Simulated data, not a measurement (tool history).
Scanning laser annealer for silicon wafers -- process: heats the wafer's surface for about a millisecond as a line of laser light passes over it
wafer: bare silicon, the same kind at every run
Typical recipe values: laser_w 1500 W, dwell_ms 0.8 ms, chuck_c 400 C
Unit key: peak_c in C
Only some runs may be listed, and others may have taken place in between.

run	hour	laser_w	dwell_ms	chuck_c	peak_c
1	0	1500	0.8	400	1155
2	16.4	1500	0.8	372	1126
3	37.5	1351	0.8	372	1056
4	54	1351	0.8	372	1050
5	67.8	1351	0.8	372	1050
6	78.9	1351	0.8	372	1050
7	99.9	1533	0.73	434	1170
8	112.7	1510	0.572	383	1009
9	133.5	1500	0.953	432	1268
10	145	1612	0.782	395	1186
11	161.2	1612	0.782	395	1186

The log once held 2 entries between its listed runs, left out of this copy. Where does each go, and what is different about the tool's unlogged condition between the listed run before it and the listed run after it?
From run 6 to run 7: optics aligned, line set to its width (hour 88.8)
  light that passes the window, % of a clean one's: 98.18 -> 98.02; width of the line over the set one, %: 4.3 -> 0.23
  difference, measured minus the result without the unlogged condition, peak_c: -24 -> -16 C
From run 7 to run 8: window over the wafer cleaned (hour 103.1)
  light that passes the window, % of a clean one's: 98.02 -> 97.67; width of the line over the set one, %: 0.23 -> 0.25
  difference, measured minus the result without the unlogged condition, peak_c: -16 -> -16 C

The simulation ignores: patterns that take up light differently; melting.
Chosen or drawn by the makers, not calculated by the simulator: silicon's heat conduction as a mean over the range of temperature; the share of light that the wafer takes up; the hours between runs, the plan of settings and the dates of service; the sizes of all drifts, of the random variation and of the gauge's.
